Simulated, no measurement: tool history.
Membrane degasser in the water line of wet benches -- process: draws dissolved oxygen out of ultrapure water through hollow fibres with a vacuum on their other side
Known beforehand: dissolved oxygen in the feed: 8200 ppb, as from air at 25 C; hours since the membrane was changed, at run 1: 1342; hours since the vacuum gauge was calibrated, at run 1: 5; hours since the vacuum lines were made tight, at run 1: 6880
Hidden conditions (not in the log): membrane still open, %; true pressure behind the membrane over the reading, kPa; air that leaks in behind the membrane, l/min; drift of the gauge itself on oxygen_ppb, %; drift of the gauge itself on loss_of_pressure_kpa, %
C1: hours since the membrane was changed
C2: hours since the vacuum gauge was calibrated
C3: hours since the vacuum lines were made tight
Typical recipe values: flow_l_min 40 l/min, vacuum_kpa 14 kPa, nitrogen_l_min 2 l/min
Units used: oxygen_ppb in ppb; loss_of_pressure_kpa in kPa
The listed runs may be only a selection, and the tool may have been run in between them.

Run 1, hour 0: usual settings; C1 1342; C2 5; C3 6880. Result: oxygen_ppb 461.9 ppb, loss_of_pressure_kpa 44.66 kPa.
Run 2, hour 82: usual settings; C1 1424; C2 87; C3 6962. Result: oxygen_ppb 462.8 ppb, loss_of_pressure_kpa 45.08 kPa.
Run 3, hour 152.6: usual settings; C1 1495; C2 158; C3 7032. Result: oxygen_ppb 460.3 ppb, loss_of_pressure_kpa 45.04 kPa.
Run 4, hour 236.4: usual settings; C1 1578; C2 241; C3 7116. Result: oxygen_ppb 461.1 ppb, loss_of_pressure_kpa 44.76 kPa.
Run 5, hour 330.2: usual settings; C1 1672; C2 335; C3 7210. Result: oxygen_ppb 462.4 ppb, loss_of_pressure_kpa 44.73 kPa.
Run 6, hour 394.8: usual settings; C1 1737; C2 400; C3 7274. Result: oxygen_ppb 463.1 ppb, loss_of_pressure_kpa 45.14 kPa.
Run 7, hour 478.8: usual settings; C1 1821; C2 484; C3 7358. Result: oxygen_ppb 463.5 ppb, loss_of_pressure_kpa 44.8 kPa.
Run 8, hour 526.8: usual settings but vacuum_kpa 28.4 kPa; C1 1869; C2 532; C3 7406. Result: oxygen_ppb 1010.2 ppb, loss_of_pressure_kpa 45 kPa.
Run 9, hour 570.7: usual settings but nitrogen_l_min 1.23 l/min; C1 1913; C2 576; C3 7450. Result: oxygen_ppb 685.7 ppb, loss_of_pressure_kpa 44.92 kPa.
Run 10, hour 625.3: usual settings; C1 1967; C2 630; C3 7505. Result: oxygen_ppb 463 ppb, loss_of_pressure_kpa 45.13 kPa.
Run 11, hour 683.3: usual settings but nitrogen_l_min 1.31 l/min; C1 2025; C2 688; C3 7563. Result: oxygen_ppb 650.9 ppb, loss_of_pressure_kpa 44.96 kPa.
Run 12, hour 771.8: usual settings; C1 2114; C2 777; C3 7651. Result: oxygen_ppb 461.6 ppb, loss_of_pressure_kpa 45.1 kPa.
Run 13, hour 827.8: usual settings; C1 2170; C2 833; C3 7707. Result: oxygen_ppb 464.6 ppb, loss_of_pressure_kpa 45.47 kPa.
Run 14, hour 872.4: usual settings; C1 2214; C2 877; C3 7752. Result: oxygen_ppb 463.2 ppb, loss_of_pressure_kpa 45.28 kPa.
Run 15, hour 959.3: usual settings but flow_l_min 50 l/min; C1 2301; C2 964; C3 7839. Result: oxygen_ppb 559.6 ppb, loss_of_pressure_kpa 56.49 kPa.
Run 16, hour 1000.1: usual settings but flow_l_min 50 l/min; C1 2342; C2 1005; C3 7880. Result: oxygen_ppb 558.8 ppb, loss_of_pressure_kpa 56.61 kPa.
Run 17, hour 1040.6: usual settings but vacuum_kpa 20.1 kPa; C1 2383; C2 1046; C3 7920. Result: oxygen_ppb 704.8 ppb, loss_of_pressure_kpa 45.64 kPa.
Run 18, hour 1098.2: usual settings but vacuum_kpa 20.1 kPa; C1 2440; C2 1103; C3 7978. Result: oxygen_ppb 704.6 ppb, loss_of_pressure_kpa 45.3 kPa.
Run 19, hour 1154.9: usual settings but vacuum_kpa 20.1 kPa; C1 2497; C2 1160; C3 8034. Result: oxygen_ppb 704.6 ppb, loss_of_pressure_kpa 45.71 kPa.
Run 20, hour 1225: usual settings but vacuum_kpa 33.4 kPa, nitrogen_l_min 1.92 l/min; C1 2567; C2 1230; C3 8105. Result: oxygen_ppb 1222.7 ppb, loss_of_pressure_kpa 45.63 kPa.
Run 21, hour 1268.5: usual settings but vacuum_kpa 33.4 kPa, nitrogen_l_min 1.92 l/min; C1 2610; C2 1273; C3 8148. Result: oxygen_ppb 1224.4 ppb, loss_of_pressure_kpa 45.42 kPa.
Run 22, hour 1367.1: usual settings but vacuum_kpa 33.4 kPa, nitrogen_l_min 2.34 l/min; C1 2709; C2 1372; C3 8247. Result: oxygen_ppb 1049.2 ppb, loss_of_pressure_kpa 45.36 kPa.
Run 23, hour 1455.8: usual settings but flow_l_min 30 l/min, nitrogen_l_min 4.69 l/min; C1 2798; C2 1461; C3 8335. Result: oxygen_ppb 168 ppb, loss_of_pressure_kpa 33.91 kPa.

Forecast run 24:
Run 24, hour 1531.8: usual settings but flow_l_min 30 l/min, nitrogen_l_min 4.69 l/min; C1 2874; C2 1537; C3 8411. Result: oxygen_ppb ?, loss_of_pressure_kpa ?.

oxygen_ppb: 167.9 ppb
loss_of_pressure_kpa: 33.91 kPa
Had the tool carried no hidden state, the very same run would have given oxygen_ppb 164.4 ppb, loss_of_pressure_kpa 33.1 kPa.
